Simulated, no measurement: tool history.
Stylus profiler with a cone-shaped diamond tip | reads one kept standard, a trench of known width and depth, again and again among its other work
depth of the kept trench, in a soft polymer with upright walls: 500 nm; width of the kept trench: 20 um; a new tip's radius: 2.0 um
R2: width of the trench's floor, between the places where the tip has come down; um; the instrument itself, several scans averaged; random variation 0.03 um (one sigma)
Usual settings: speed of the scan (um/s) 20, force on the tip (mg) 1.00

run 1 hour=0.0 | speed_of_the_scan_(um/s)=20 force_on_the_tip_(mg)=1.00 | depth_of_the_trench_(nm)=504.11 R2=16.97
run 2 hour=47.9 | speed_of_the_scan_(um/s)=20 force_on_the_tip_(mg)=1.00 | depth_of_the_trench_(nm)=503.86 R2=16.95
run 3 hour=121.6 | speed_of_the_scan_(um/s)=11 force_on_the_tip_(mg)=1.00 | depth_of_the_trench_(nm)=503.90 R2=16.96
run 4 hour=179.5 | speed_of_the_scan_(um/s)=11 force_on_the_tip_(mg)=1.00 | depth_of_the_trench_(nm)=504.00 R2=16.94
run 5 hour=247.4 | speed_of_the_scan_(um/s)=11 force_on_the_tip_(mg)=1.00 | depth_of_the_trench_(nm)=503.65 R2=16.95
run 6 hour=298.2 | speed_of_the_scan_(um/s)=23 force_on_the_tip_(mg)=1.00 | depth_of_the_trench_(nm)=503.68 R2=16.79
run 7 hour=353.8 | speed_of_the_scan_(um/s)=67 force_on_the_tip_(mg)=1.00 | depth_of_the_trench_(nm)=503.80 R2=16.53
run 8 hour=396.5 | speed_of_the_scan_(um/s)=20 force_on_the_tip_(mg)=1.00 | depth_of_the_trench_(nm)=503.65 R2=16.76
run 9 hour=478.7 | speed_of_the_scan_(um/s)=20 force_on_the_tip_(mg)=1.00 | depth_of_the_trench_(nm)=503.65 R2=16.73
run 10 hour=521.6 | speed_of_the_scan_(um/s)=20 force_on_the_tip_(mg)=1.00 | depth_of_the_trench_(nm)=503.45 R2=16.71
run 11 hour=581.6 | speed_of_the_scan_(um/s)=20 force_on_the_tip_(mg)=1.00 | depth_of_the_trench_(nm)=503.52 R2=16.74
run 12 hour=674.2 | speed_of_the_scan_(um/s)=20 force_on_the_tip_(mg)=1.00 | depth_of_the_trench_(nm)=503.40 R2=16.71
run 13 hour=743.4 | speed_of_the_scan_(um/s)=20 force_on_the_tip_(mg)=1.00 | depth_of_the_trench_(nm)=503.46 R2=16.63
run 14 hour=804.0 | speed_of_the_scan_(um/s)=20 force_on_the_tip_(mg)=1.00 | depth_of_the_trench_(nm)=503.30 R2=16.57
run 15 hour=859.2 | speed_of_the_scan_(um/s)=20 force_on_the_tip_(mg)=1.19 | depth_of_the_trench_(nm)=503.85 R2=16.53
-- hour=866.9 height scale calibrated on a step standard
run 16 hour=900.4 | speed_of_the_scan_(um/s)=20 force_on_the_tip_(mg)=1.19 | depth_of_the_trench_(nm)=502.91 R2=16.63
run 17 hour=966.4 | speed_of_the_scan_(um/s)=20 force_on_the_tip_(mg)=1.19 | depth_of_the_trench_(nm)=503.09 R2=16.56
run 18 hour=1024.3 | speed_of_the_scan_(um/s)=20 force_on_the_tip_(mg)=1.16 | depth_of_the_trench_(nm)=502.72 R2=16.52
run 19 hour=1076.0 | speed_of_the_scan_(um/s)=8 force_on_the_tip_(mg)=1.38 | depth_of_the_trench_(nm)=503.22 R2=16.56
run 20 hour=1147.6 | speed_of_the_scan_(um/s)=15 force_on_the_tip_(mg)=0.88 | depth_of_the_trench_(nm)=501.83 R2=16.53
-- hour=1159.3 height scale calibrated on a step standard, once more
run 21 hour=1229.8 | speed_of_the_scan_(um/s)=15 force_on_the_tip_(mg)=0.88 | depth_of_the_trench_(nm)=504.06 R2=16.43

Run 22 comes next. What will it give?
run 22 hour=1279.4 | speed_of_the_scan_(um/s)=10 force_on_the_tip_(mg)=1.43 | depth_of_the_trench_(nm)=? R2=?

depth of the trench (nm): 505.56
R2: 16.36 um
Without the tool's hidden state the same run would have given depth of the trench (nm) 505.62, R2 17.21 um.
